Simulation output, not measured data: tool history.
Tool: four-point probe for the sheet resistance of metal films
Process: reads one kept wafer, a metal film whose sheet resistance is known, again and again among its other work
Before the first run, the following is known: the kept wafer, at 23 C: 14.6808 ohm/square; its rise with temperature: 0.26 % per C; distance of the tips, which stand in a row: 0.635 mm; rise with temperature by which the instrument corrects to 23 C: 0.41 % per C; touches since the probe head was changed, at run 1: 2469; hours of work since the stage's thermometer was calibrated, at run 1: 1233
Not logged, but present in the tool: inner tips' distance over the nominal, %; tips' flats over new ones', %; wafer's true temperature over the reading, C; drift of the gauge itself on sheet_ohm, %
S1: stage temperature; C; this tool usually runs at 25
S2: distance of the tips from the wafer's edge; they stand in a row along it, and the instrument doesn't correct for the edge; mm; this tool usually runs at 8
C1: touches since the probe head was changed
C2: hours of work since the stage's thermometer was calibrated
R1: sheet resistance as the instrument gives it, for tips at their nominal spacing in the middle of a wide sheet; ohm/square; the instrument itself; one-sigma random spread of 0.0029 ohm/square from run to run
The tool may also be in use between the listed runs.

run 1 hour=0.0 | S1=25 S2=8 | C1=2469 C2=1233 | R1=14.687639
run 2 hour=15.2 | S1=25 S2=3 | C1=2700 C2=1240 | R1=14.980604
run 3 hour=32.7 | S1=35 S2=3 | C1=2968 C2=1248 | R1=14.766209
run 4 hour=44.5 | S1=35 S2=3 | C1=3147 C2=1253 | R1=14.771862
run 5 hour=61.2 | S1=29 S2=8 | C1=3402 C2=1261 | R1=14.602048
run 6 hour=79.0 | S1=30 S2=4 | C1=3673 C2=1269 | R1=14.724666
run 7 hour=96.7 | S1=24 S2=40 | C1=3942 C2=1277 | R1=14.660576
run 8 hour=106.4 | S1=34 S2=22 | C1=4089 C2=1281 | R1=14.455495
run 9 hour=117.7 | S1=30 S2=22 | C1=4262 C2=1287 | R1=14.538366
run 10 hour=130.8 | S1=34 S2=8 | C1=4461 C2=1293 | R1=14.499106

What if the next run were any one of these 3? Each begins from the tool's condition after run 10:
run A hour=139.6 | S1=19 S2=6 | C1=4595 C2=1297 | R1=?
run B hour=139.6 | S1=25 S2=13 | C1=4595 C2=1297 | R1=?
run C hour=139.6 | S1=23 S2=4 | C1=4595 C2=1297 | R1=?

run=A R1=14.858602
run=B R1=14.655802
run=C R1=14.875903
What these runs would have given with no unlogged condition in the tool:
run=A R1=14.858474
run=B R1=14.655676
run=C R1=14.875775

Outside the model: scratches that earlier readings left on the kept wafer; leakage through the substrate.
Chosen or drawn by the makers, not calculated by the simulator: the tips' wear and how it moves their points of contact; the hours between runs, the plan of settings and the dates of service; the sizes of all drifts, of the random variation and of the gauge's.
